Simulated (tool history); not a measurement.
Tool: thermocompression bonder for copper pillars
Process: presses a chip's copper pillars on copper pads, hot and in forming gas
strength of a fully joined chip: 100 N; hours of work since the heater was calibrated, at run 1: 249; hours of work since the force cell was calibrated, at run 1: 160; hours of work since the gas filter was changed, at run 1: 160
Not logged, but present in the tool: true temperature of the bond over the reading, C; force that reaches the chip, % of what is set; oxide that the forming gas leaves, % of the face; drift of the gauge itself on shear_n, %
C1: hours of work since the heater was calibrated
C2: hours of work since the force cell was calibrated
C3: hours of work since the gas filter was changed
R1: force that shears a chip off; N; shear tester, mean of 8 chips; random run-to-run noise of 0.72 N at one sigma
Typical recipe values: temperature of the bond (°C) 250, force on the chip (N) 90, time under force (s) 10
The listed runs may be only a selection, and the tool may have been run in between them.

run 1 day=0 | temperature_of_the_bond_(°C)=250 force_on_the_chip_(N)=90 time_under_force_(s)=10 | C1=249 C2=160 C3=160 | R1=65.4
run 2 day=1.625 | temperature_of_the_bond_(°C)=250 force_on_the_chip_(N)=129 time_under_force_(s)=10 | C1=265 C2=177 C3=177 | R1=73.1
run 3 day=2.867 | temperature_of_the_bond_(°C)=250 force_on_the_chip_(N)=129 time_under_force_(s)=10 | C1=278 C2=189 C3=189 | R1=72.6
run 4 day=4.342 | temperature_of_the_bond_(°C)=250 force_on_the_chip_(N)=129 time_under_force_(s)=10 | C1=293 C2=205 C3=205 | R1=71.4
run 5 day=5.517 | temperature_of_the_bond_(°C)=253 force_on_the_chip_(N)=90 time_under_force_(s)=10 | C1=306 C2=217 C3=217 | R1=64.8
run 6 day=6.95 | temperature_of_the_bond_(°C)=253 force_on_the_chip_(N)=90 time_under_force_(s)=10 | C1=320 C2=231 C3=231 | R1=64.1
run 7 day=7.962 | temperature_of_the_bond_(°C)=253 force_on_the_chip_(N)=90 time_under_force_(s)=10 | C1=331 C2=242 C3=242 | R1=65.6
run 8 day=9.292 | temperature_of_the_bond_(°C)=253 force_on_the_chip_(N)=90 time_under_force_(s)=10 | C1=344 C2=255 C3=255 | R1=64.9
run 9 day=10.675 | temperature_of_the_bond_(°C)=253 force_on_the_chip_(N)=90 time_under_force_(s)=10 | C1=359 C2=270 C3=270 | R1=64.7
run 10 day=11.612 | temperature_of_the_bond_(°C)=250 force_on_the_chip_(N)=131 time_under_force_(s)=10 | C1=368 C2=279 C3=279 | R1=71.7
run 11 day=13.388 | temperature_of_the_bond_(°C)=279 force_on_the_chip_(N)=90 time_under_force_(s)=18 | C1=386 C2=298 C3=298 | R1=85.9
run 12 day=14.55 | temperature_of_the_bond_(°C)=265 force_on_the_chip_(N)=59 time_under_force_(s)=10 | C1=398 C2=310 C3=310 | R1=60
run 13 day=15.942 | temperature_of_the_bond_(°C)=265 force_on_the_chip_(N)=59 time_under_force_(s)=10 | C1=413 C2=324 C3=324 | R1=59.8

Below are 4 alternative next runs, each starting from the tool's condition after run 13. Predict each:
-- day=16.858 forming gas filter changed
run A day=17.321 | temperature_of_the_bond_(°C)=241 force_on_the_chip_(N)=59 time_under_force_(s)=10 | C1=427 C2=338 C3=5 | R1=?
-- day=16.858 forming gas filter changed
run B day=17.321 | temperature_of_the_bond_(°C)=229 force_on_the_chip_(N)=67 time_under_force_(s)=22 | C1=427 C2=338 C3=5 | R1=?
-- day=16.858 forming gas filter changed
run C day=17.321 | temperature_of_the_bond_(°C)=271 force_on_the_chip_(N)=59 time_under_force_(s)=10 | C1=427 C2=338 C3=5 | R1=?
-- day=16.858 forming gas filter changed
run D day=17.321 | temperature_of_the_bond_(°C)=278 force_on_the_chip_(N)=68 time_under_force_(s)=20 | C1=427 C2=338 C3=5 | R1=?

run=A R1=44.6
run=B R1=53.6
run=C R1=68.2
run=D R1=87.4
Without the tool's hidden state the same runs would have given:
run=A R1=48.5
run=B R1=58.1
run=C R1=72
run=D R1=89.9

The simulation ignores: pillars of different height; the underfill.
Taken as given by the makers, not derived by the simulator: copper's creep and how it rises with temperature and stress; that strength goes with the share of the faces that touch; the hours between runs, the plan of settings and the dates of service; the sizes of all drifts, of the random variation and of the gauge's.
